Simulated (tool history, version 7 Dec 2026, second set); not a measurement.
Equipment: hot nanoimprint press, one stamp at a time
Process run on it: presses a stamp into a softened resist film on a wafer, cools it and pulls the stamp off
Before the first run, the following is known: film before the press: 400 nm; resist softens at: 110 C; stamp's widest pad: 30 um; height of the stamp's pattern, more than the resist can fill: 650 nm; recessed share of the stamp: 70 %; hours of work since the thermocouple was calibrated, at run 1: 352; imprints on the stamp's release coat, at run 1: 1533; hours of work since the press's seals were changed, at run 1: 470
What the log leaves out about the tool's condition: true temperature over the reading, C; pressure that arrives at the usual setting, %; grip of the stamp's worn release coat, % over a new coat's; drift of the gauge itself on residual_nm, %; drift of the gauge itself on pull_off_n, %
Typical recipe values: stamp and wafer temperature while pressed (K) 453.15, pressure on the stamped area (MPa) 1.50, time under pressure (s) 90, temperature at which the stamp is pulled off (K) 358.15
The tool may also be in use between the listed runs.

run   hour  stamp and wafer temperature while pressed (K)  pressure on the stamped area (MPa)  time under pressure (s)  temperature at which the stamp is pulled off (K)  hours of work since the thermocouple was calibrated  imprints on the stamp's release coat  hours of work since the press's seals were changed  resist left under the stamp's widest pad (nm)  greatest force while the stamp is pulled off (N)
  1    0.0                                         453.15                                1.50                       90                                            358.15                                                  352                                  1533                                                 470                                          205.4                                               229
  2   41.1                                         453.15                                2.36                       90                                            358.15                                                  369                                  1621                                                 487                                          167.9                                               238
      74.9  -- plate thermocouple calibrated
  3   79.6                                         453.15                                1.50                       90                                            358.15                                                    2                                  1698                                                 501                                          206.0                                               231
  4  107.2                                         453.15                                1.50                       90                                            358.15                                                   13                                  1757                                                 512                                          202.8                                               245
  5  155.0                                         453.15                                1.50                       90                                            358.15                                                   32                                  1860                                                 531                                          203.3                                               234
  6  203.3                                         453.15                                1.50                       90                                            358.15                                                   52                                  1964                                                 551                                          204.1                                               225
  7  245.1                                         453.15                                1.59                       90                                            358.15                                                   69                                  2054                                                 568                                          198.7                                               235
  8  268.3                                         453.15                                1.50                       90                                            358.15                                                   78                                  2104                                                 577                                          200.7                                               232
     282.7  -- stamp cleaned and given a new release coat
  9  313.2                                         453.15                                1.50                       90                                            358.15                                                   94                                    65                                                 593                                          203.6                                               236
 10  362.5                                         453.15                                1.50                       90                                            358.15                                                  114                                   171                                                 613                                          202.1                                               242
 11  390.5                                         453.15                                1.50                       90                                            358.15                                                  125                                   232                                                 624                                          201.4                                               224
 12  417.9                                         453.15                                1.39                      112                                            355.15                                                  136                                   291                                                 636                                          190.0                                               236
 13  457.9                                         450.15                                1.50                       90                                            356.15                                                  153                                   377                                                 652                                          226.0                                               237
 14  481.0                                         450.15                                1.50                       90                                            356.15                                                  162                                   427                                                 661                                          226.8                                               233
     493.7  -- press's hydraulic seals changed and the load cell set to zero
 15  520.1                                         444.15                                1.56                      131                                            358.15                                                  175                                   494                                                  11                                          251.4                                               233
 16  550.9                                         444.15                                1.56                      131                                            358.15                                                  187                                   560                                                  23                                          252.7                                               235
     585.5  -- gauge calibrated
 17  589.2                                         453.15                                1.50                      155                                            343.15                                                  203                                   643                                                  39                                          165.9                                               262
 18  633.3                                         453.15                                1.50                      142                                            348.15                                                  220                                   738                                                  57                                          172.3                                               251
 19  669.2                                         453.15                                1.50                      142                                            348.15                                                  235                                   815                                                  71                                          171.1                                               251

Measured less the same run without the tool's hidden state. The same run-to-run variation is in both; the gauge's scatter may not be:
run  resist left under the stamp's widest pad (nm)
  1                                           -0.1
  2                                           -0.4
  3                                           -0.7
  4                                           -1.0
  5                                           -1.4
  6                                           -1.9
  7                                           -2.4
  8                                           -2.6
  9                                           -3.1
 10                                           -3.5
 11                                           -3.8
 12                                           -3.8
 13                                           -5.1
 14                                           -5.3
 15                                           -6.5
 16                                           -6.9
 17                                           -0.2
 18                                           -0.6
 19                                           -0.9
greatest force while the stamp is pulled off (N) without the hidden state stays within 4 of what was measured, in all runs.

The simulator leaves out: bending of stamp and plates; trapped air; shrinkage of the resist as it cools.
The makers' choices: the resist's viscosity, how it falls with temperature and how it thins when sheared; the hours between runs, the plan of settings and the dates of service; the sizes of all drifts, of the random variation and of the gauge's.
